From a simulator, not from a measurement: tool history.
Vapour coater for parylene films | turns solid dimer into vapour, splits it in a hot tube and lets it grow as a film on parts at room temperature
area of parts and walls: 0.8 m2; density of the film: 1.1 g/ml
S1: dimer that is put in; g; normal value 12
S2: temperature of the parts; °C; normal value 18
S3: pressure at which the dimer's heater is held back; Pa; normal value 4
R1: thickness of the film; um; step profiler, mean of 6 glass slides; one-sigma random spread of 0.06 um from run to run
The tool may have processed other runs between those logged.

run,hour,S1,S2,S3,R1
1,0,12,18,4,8.37
2,34.6,12,18,4,8.5
3,89.8,12,18,4,8.44
4,140.6,12,23,4,7.15
5,209.1,12,23,4,7.1
6,287.9,12,23,4,7.18
7,323.4,12,18,4.16,8.29
8,371.4,12,18,4.16,8.27
9,429.7,12,18,4,8.24
10,468.2,12,12,4,9.82
11,541,9,18,4,6.08
12,591.7,15,12,2.35,13.3
13,668.3,21,26,4,10.94
14,700.7,21,26,4,11.07
15,779.5,12,12,2.01,10.96
16,857.4,12,26,4,6.28
17,903.8,9,28,2.82,4.69

3 ways to go on from here, each from the tool as it stands after run 17. What would each give?
# hour 955.5: trap's valve overhauled
A,955.5,9,28,8.55,?
# hour 955.5: trap's valve overhauled
B,955.5,12,21,4,?
# hour 955.5: trap's valve overhauled
C,955.5,6,19,2.62,?

run,R1
A,4.29
B,7.96
C,4.69
What these runs would have given with no unlogged condition in the tool:
run,R1
A,4.23
B,7.86
C,4.63
